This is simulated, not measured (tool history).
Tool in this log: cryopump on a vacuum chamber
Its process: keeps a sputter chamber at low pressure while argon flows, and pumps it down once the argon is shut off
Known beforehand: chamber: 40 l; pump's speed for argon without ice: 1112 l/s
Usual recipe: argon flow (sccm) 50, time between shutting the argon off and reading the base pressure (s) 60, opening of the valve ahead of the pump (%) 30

run	hour	argon flow (sccm)	time between shutting the argon off and reading the base pressure (s)	opening of the valve ahead of the pump (%)	pressure while argon flows (Pa)	pressure after the wait (uPa)
1	0.0	50	60	30	0.2629	1.72
2	10.2	50	60	30	0.2610	1.78
3	18.3	50	60	30	0.2621	1.74
4	35.6	50	60	30	0.2622	1.79
5	51.1	50	60	30	0.2624	1.80
6	62.4	50	68	30	0.2619	1.77
7	74.2	50	68	30	0.2625	1.76
8	86.4	50	68	30	0.2643	1.78
9	103.7	50	68	30	0.2662	1.75
10	113.7	50	68	30	0.2635	1.77
11	128.3	50	60	30	0.2664	1.84
12	138.6	50	60	30	0.2650	1.86
13	154.6	50	60	30	0.2668	1.90
14	168.0	50	60	30	0.2660	1.85
15	177.3	50	60	30	0.2669	1.88
16	193.0	32	60	30	0.1720	1.83
17	202.7	32	60	30	0.1697	1.89
18	211.9	50	153	30	0.2648	1.69
19	223.4	50	153	30	0.2664	1.58
20	232.2	50	153	30	0.2679	1.59
21	244.1	33	33	30	0.1766	2.33
22	259.8	58	100	18	0.5053	1.75
23	275.2	32	38	53	0.1009	2.13
24	289.8	32	38	53	0.1003	2.21
25	305.3	25	32	37	0.1106	2.40
26	314.2	50	120	15	0.5242	1.72
27	331.1	87	23	15	0.9084	2.68
28	345.1	50	120	28	0.2897	1.73
29	352.4	50	120	28	0.2879	1.76
30	360.2	50	120	28	0.2899	1.81
31	371.6	29	116	48	0.1021	1.79
32	384.6	29	116	48	0.1029	1.77
33	400.7	27	116	36	0.1241	1.76
34	412.0	23	26	23	0.1597	2.61
35	419.6	33	112	23	0.2293	1.84

Branching from run 35: 3 alternative next runs. What would each branch give?
A	432.6	69	112	23	?	?
B	432.6	33	112	17	?	?
C	432.6	98	153	30	?	?

run	pressure while argon flows (Pa)	pressure after the wait (uPa)
A	0.4775	1.86
B	0.3061	1.86
C	0.5350	1.86
With no hidden state in the tool, these same runs would have given:
run	pressure while argon flows (Pa)	pressure after the wait (uPa)
A	0.4512	0.54
B	0.2934	0.52
C	0.4972	0.49

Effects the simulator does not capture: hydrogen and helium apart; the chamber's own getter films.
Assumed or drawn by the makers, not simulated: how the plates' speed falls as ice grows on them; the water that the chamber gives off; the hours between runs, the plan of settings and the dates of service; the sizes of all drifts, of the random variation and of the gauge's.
